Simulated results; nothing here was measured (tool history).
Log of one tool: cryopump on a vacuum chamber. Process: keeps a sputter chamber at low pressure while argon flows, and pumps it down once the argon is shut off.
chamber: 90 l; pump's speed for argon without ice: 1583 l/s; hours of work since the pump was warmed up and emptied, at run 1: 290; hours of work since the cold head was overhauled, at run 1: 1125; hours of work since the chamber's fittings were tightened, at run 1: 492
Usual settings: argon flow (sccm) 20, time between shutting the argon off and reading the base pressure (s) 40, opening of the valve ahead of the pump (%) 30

run   hour  argon flow (sccm)  time between shutting the argon off and reading the base pressure (s)  opening of the valve ahead of the pump (%)  hours of work since the pump was warmed up and emptied  hours of work since the cold head was overhauled  hours of work since the chamber's fittings were tightened  pressure while argon flows (Pa)  pressure after the wait (uPa)
  1    0.0                 20                                                                     40                                          30                                                     290                                              1125                                                        492                           0.0749                           2.30
  2   46.0                 20                                                                     40                                          59                                                     318                                              1153                                                        520                           0.0407                           2.35
  3   86.2                 20                                                                     40                                          59                                                     343                                              1178                                                        545                           0.0402                           2.43
  4  124.6                 20                                                                     40                                          59                                                     366                                              1201                                                        568                           0.0406                           2.48
     159.9  -- pump warmed up, emptied and cooled again
  5  188.8                 20                                                                     40                                          59                                                      18                                              1237                                                        604                           0.0362                           2.29
  6  240.6                 20                                                                     40                                          59                                                      49                                              1269                                                        635                           0.0370                           2.39
  7  291.1                 20                                                                     40                                          30                                                      80                                              1299                                                        666                           0.0721                           2.53
  8  342.6                 20                                                                     40                                          30                                                     111                                              1331                                                        697                           0.0735                           2.49
  9  386.2                 20                                                                     40                                          30                                                     138                                              1357                                                        724                           0.0733                           2.68
 10  413.5                 20                                                                     40                                          30                                                     154                                              1374                                                        741                           0.0733                           2.75
 11  470.5                 23                                                                     57                                          15                                                     189                                              1408                                                        775                           0.1656                           2.56
 12  525.3                 23                                                                     57                                          15                                                     222                                              1442                                                        809                           0.1666                           2.81
 13  554.9                 20                                                                     49                                          35                                                     240                                              1460                                                        827                           0.0636                           2.93

Hidden state at the last listed run before each entry between runs and at the first one after, where it differs:
Between runs 4 and 5: pump warmed up, emptied and cooled again (hour 159.9)
  pump's speed, % of a pump's without ice: 81.7 -> 99; cold plate's temperature, K: 12.41 -> 12.42; leak into the chamber, uPa l/s: 2326 -> 2462
  measured less the result without the state, pressure while argon flows (Pa): +0.0049 -> +0.0004; pressure after the wait (uPa): +1.59 -> +1.36
